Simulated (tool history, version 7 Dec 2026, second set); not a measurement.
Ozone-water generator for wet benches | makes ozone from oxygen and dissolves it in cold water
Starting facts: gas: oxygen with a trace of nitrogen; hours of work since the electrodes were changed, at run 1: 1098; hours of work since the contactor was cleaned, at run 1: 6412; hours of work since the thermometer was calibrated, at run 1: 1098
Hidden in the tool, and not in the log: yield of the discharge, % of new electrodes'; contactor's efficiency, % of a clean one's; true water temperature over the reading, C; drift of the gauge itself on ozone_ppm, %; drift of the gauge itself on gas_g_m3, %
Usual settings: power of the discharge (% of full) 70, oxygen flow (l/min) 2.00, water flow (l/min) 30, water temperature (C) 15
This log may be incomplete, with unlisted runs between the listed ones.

run   hour  power of the discharge (% of full)  oxygen flow (l/min)  water flow (l/min)  water temperature (C)  hours of work since the electrodes were changed  hours of work since the contactor was cleaned  hours of work since the thermometer was calibrated  dissolved ozone (ppm)  ozone in the gas ahead of the water (g/m3)
  1    0.0                                  70                 2.00                  30                     15                                             1098                                           6412                                                1098                   12.4                                       270.3
  2   25.5                                  70                 2.00                  30                     15                                             1116                                           6430                                                1116                   12.5                                       272.4
  3   67.1                                  70                 2.00                  30                      9                                             1144                                           6459                                                1144                   12.9                                       268.2
  4   99.3                                  70                 2.00                  30                      9                                             1166                                           6481                                                1166                   13.1                                       271.8
  5  137.6                                  70                 2.00                  18                      9                                             1193                                           6507                                                1193                   21.8                                       271.9
  6  168.9                                  70                 2.00                  18                      9                                             1214                                           6529                                                1214                   21.8                                       271.4
  7  215.5                                  70                 2.00                  18                      9                                             1246                                           6561                                                1246                   22.1                                       269.3
  8  245.0                                  60                 2.00                  28                     15                                             1267                                           6581                                                1267                   12.2                                       240.4
  9  273.2                                  54                 1.54                  29                      8                                             1286                                           6600                                                1286                   10.6                                       263.9
 10  295.9                                  73                 1.27                  42                     16                                             1302                                           6616                                                1302                    7.7                                       370.5

3 options for the next run, each taken on its own from the tool as it stands now. Forecast them:
  A  345.7                                  73                 1.45                  42                     17                                             1336                                           6650                                                1336                      ?                                           ?
  B  345.7                                  70                 1.32                  23                      8                                             1336                                           6650                                                1336                      ?                                           ?
  C  345.7                                  41                 1.75                  42                      8                                             1336                                           6650                                                1336                      ?                                           ?

run  dissolved ozone (ppm)  ozone in the gas ahead of the water (g/m3)
  A                    8.0                                       343.2
  B                   15.5                                       348.3
  C                    5.6                                       197.1
Had the tool no hidden state, the same runs would have come out as:
run  dissolved ozone (ppm)  ozone in the gas ahead of the water (g/m3)
  A                    8.6                                       352.9
  B                   16.3                                       357.8
  C                    6.0                                       200.3
